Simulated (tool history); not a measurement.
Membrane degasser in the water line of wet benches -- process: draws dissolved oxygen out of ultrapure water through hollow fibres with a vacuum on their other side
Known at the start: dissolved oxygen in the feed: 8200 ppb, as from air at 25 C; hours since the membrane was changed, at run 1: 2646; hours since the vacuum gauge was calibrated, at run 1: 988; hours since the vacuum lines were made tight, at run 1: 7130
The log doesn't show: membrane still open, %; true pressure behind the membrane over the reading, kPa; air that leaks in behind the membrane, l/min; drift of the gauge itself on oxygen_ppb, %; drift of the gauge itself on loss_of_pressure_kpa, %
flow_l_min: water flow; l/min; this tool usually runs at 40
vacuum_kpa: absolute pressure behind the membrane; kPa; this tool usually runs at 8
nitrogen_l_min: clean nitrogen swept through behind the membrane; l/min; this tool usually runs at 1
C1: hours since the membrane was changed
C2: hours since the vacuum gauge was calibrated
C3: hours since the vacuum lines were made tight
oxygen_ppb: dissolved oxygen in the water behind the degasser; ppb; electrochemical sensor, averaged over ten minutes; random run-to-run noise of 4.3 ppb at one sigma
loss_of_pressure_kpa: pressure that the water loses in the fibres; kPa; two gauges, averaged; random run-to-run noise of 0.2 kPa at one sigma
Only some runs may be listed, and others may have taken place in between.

run 1 hour=0 | flow_l_min=40 vacuum_kpa=8 nitrogen_l_min=1 | C1=2646 C2=988 C3=7130 | oxygen_ppb=442.9 loss_of_pressure_kpa=44.64
run 2 hour=75.4 | flow_l_min=40 vacuum_kpa=8 nitrogen_l_min=1 | C1=2721 C2=1063 C3=7206 | oxygen_ppb=443.9 loss_of_pressure_kpa=44.59
run 3 hour=128.8 | flow_l_min=49 vacuum_kpa=8 nitrogen_l_min=1 | C1=2775 C2=1116 C3=7259 | oxygen_ppb=528.5 loss_of_pressure_kpa=54.83
run 4 hour=223.1 | flow_l_min=49 vacuum_kpa=8 nitrogen_l_min=1 | C1=2869 C2=1211 C3=7354 | oxygen_ppb=534.5 loss_of_pressure_kpa=54.77
run 5 hour=286.6 | flow_l_min=49 vacuum_kpa=8 nitrogen_l_min=1 | C1=2932 C2=1274 C3=7417 | oxygen_ppb=529 loss_of_pressure_kpa=55.16
run 6 hour=408.9 | flow_l_min=27 vacuum_kpa=8 nitrogen_l_min=1 | C1=3055 C2=1397 C3=7539 | oxygen_ppb=315.6 loss_of_pressure_kpa=30.44
run 7 hour=473.9 | flow_l_min=40 vacuum_kpa=8 nitrogen_l_min=1 | C1=3120 C2=1462 C3=7604 | oxygen_ppb=450.4 loss_of_pressure_kpa=44.75
run 8 hour=574.4 | flow_l_min=40 vacuum_kpa=16.98 nitrogen_l_min=1 | C1=3220 C2=1562 C3=7705 | oxygen_ppb=1075.4 loss_of_pressure_kpa=44.71
run 9 hour=675.8 | flow_l_min=31 vacuum_kpa=16.98 nitrogen_l_min=1 | C1=3322 C2=1663 C3=7806 | oxygen_ppb=845 loss_of_pressure_kpa=34.78
run 10 hour=737.6 | flow_l_min=31 vacuum_kpa=16.98 nitrogen_l_min=1 | C1=3383 C2=1725 C3=7868 | oxygen_ppb=879.7 loss_of_pressure_kpa=34.93
run 11 hour=801.8 | flow_l_min=40 vacuum_kpa=8 nitrogen_l_min=1 | C1=3448 C2=1789 C3=7932 | oxygen_ppb=443.3 loss_of_pressure_kpa=44.92
run 12 hour=892.1 | flow_l_min=50 vacuum_kpa=8 nitrogen_l_min=1 | C1=3538 C2=1880 C3=8023 | oxygen_ppb=548.6 loss_of_pressure_kpa=55.74
run 13 hour=990.7 | flow_l_min=50 vacuum_kpa=8 nitrogen_l_min=1 | C1=3637 C2=1978 C3=8121 | oxygen_ppb=557.6 loss_of_pressure_kpa=56.14
run 14 hour=1042.6 | flow_l_min=50 vacuum_kpa=8 nitrogen_l_min=1 | C1=3688 C2=2030 C3=8173 | oxygen_ppb=546.1 loss_of_pressure_kpa=56.09
-- hour=1050.8 vacuum gauge calibrated
run 15 hour=1135.4 | flow_l_min=40 vacuum_kpa=8 nitrogen_l_min=1 | C1=3781 C2=85 C3=8265 | oxygen_ppb=451.8 loss_of_pressure_kpa=45.62
-- hour=1162.8 seals of the vacuum lines changed
run 16 hour=1219.2 | flow_l_min=40 vacuum_kpa=8 nitrogen_l_min=1 | C1=3863 C2=166 C3=56 | oxygen_ppb=454.5 loss_of_pressure_kpa=45.29
run 17 hour=1335.4 | flow_l_min=40 vacuum_kpa=11.05 nitrogen_l_min=0.63 | C1=3979 C2=283 C3=173 | oxygen_ppb=916.2 loss_of_pressure_kpa=44.93
run 18 hour=1393.6 | flow_l_min=40 vacuum_kpa=11.05 nitrogen_l_min=0.63 | C1=4037 C2=341 C3=231 | oxygen_ppb=899.8 loss_of_pressure_kpa=45.17
run 19 hour=1501.5 | flow_l_min=40 vacuum_kpa=8 nitrogen_l_min=0.63 | C1=4145 C2=449 C3=339 | oxygen_ppb=609.9 loss_of_pressure_kpa=45.08
-- hour=1619.6 vacuum gauge calibrated, once more
run 20 hour=1619.6 | flow_l_min=31 vacuum_kpa=5.22 nitrogen_l_min=0.72 | C1=4262 C2=0 C3=456 | oxygen_ppb=213 loss_of_pressure_kpa=34.7
run 21 hour=1731.8 | flow_l_min=43 vacuum_kpa=5.22 nitrogen_l_min=2.75 | C1=4375 C2=112 C3=569 | oxygen_ppb=154.2 loss_of_pressure_kpa=48.89
run 22 hour=1832.2 | flow_l_min=45 vacuum_kpa=16.8 nitrogen_l_min=2.75 | C1=4475 C2=213 C3=669 | oxygen_ppb=557.5 loss_of_pressure_kpa=51.08
run 23 hour=1891.1 | flow_l_min=58 vacuum_kpa=13.26 nitrogen_l_min=1.48 | C1=4534 C2=272 C3=728 | oxygen_ppb=841.8 loss_of_pressure_kpa=66.06
run 24 hour=1987 | flow_l_min=60 vacuum_kpa=15.94 nitrogen_l_min=1.48 | C1=4630 C2=367 C3=824 | oxygen_ppb=1051.7 loss_of_pressure_kpa=68.01
run 25 hour=2104 | flow_l_min=61 vacuum_kpa=5.4 nitrogen_l_min=0.41 | C1=4747 C2=484 C3=941 | oxygen_ppb=548.1 loss_of_pressure_kpa=69.57
run 26 hour=2203.3 | flow_l_min=46 vacuum_kpa=5.4 nitrogen_l_min=1.66 | C1=4846 C2=584 C3=1040 | oxygen_ppb=228 loss_of_pressure_kpa=52.21
run 27 hour=2303.3 | flow_l_min=46 vacuum_kpa=5.4 nitrogen_l_min=1.66 | C1=4946 C2=684 C3=1140 | oxygen_ppb=224.8 loss_of_pressure_kpa=52.25
run 28 hour=2415 | flow_l_min=58 vacuum_kpa=6.62 nitrogen_l_min=0.96 | C1=5058 C2=795 C3=1252 | oxygen_ppb=495.3 loss_of_pressure_kpa=66.2
run 29 hour=2466.6 | flow_l_min=40 vacuum_kpa=5.94 nitrogen_l_min=0.56 | C1=5109 C2=847 C3=1303 | oxygen_ppb=405.2 loss_of_pressure_kpa=45.18
run 30 hour=2527.4 | flow_l_min=36 vacuum_kpa=5.94 nitrogen_l_min=1.97 | C1=5170 C2=908 C3=1364 | oxygen_ppb=172.4 loss_of_pressure_kpa=41.14
run 31 hour=2632.1 | flow_l_min=38 vacuum_kpa=13.65 nitrogen_l_min=1 | C1=5275 C2=1012 C3=1469 | oxygen_ppb=809.5 loss_of_pressure_kpa=43.29
run 32 hour=2732.5 | flow_l_min=25 vacuum_kpa=5.01 nitrogen_l_min=0.48 | C1=5375 C2=1113 C3=1569 | oxygen_ppb=216 loss_of_pressure_kpa=28.53

Hidden state or all else? Some run-to-run changes of oxygen_ppb, split into what the settings, what came in and random variation would give without the hidden state, and what is left for the hidden state (with any gauge scatter that isn't in both results):
Run 7 -> 8: vacuum_kpa 8 -> 16.98. oxygen_ppb +625 ppb: hidden state +0.5, all else +624.5.
Run 19 -> 20: flow_l_min 40 -> 31, vacuum_kpa 8 -> 5.22, nitrogen_l_min 0.63 -> 0.72, vacuum gauge calibrated, once more. oxygen_ppb -396.9 ppb: hidden state -30.7, all else -366.2.
Run 25 -> 26: flow_l_min 61 -> 46, nitrogen_l_min 0.41 -> 1.66. oxygen_ppb -320.1 ppb: hidden state -7.3, all else -312.8.
Run 27 -> 28: flow_l_min 46 -> 58, vacuum_kpa 5.4 -> 6.62, nitrogen_l_min 1.66 -> 0.96. oxygen_ppb +270.5 ppb: hidden state +7.5, all else +263.
Run 30 -> 31: flow_l_min 36 -> 38, vacuum_kpa 5.94 -> 13.65, nitrogen_l_min 1.97 -> 1. oxygen_ppb +637.1 ppb: hidden state +2.4, all else +634.7.
Run 31 -> 32: flow_l_min 38 -> 25, vacuum_kpa 13.65 -> 5.01, nitrogen_l_min 1 -> 0.48. oxygen_ppb -593.5 ppb: hidden state -2, all else -591.5.
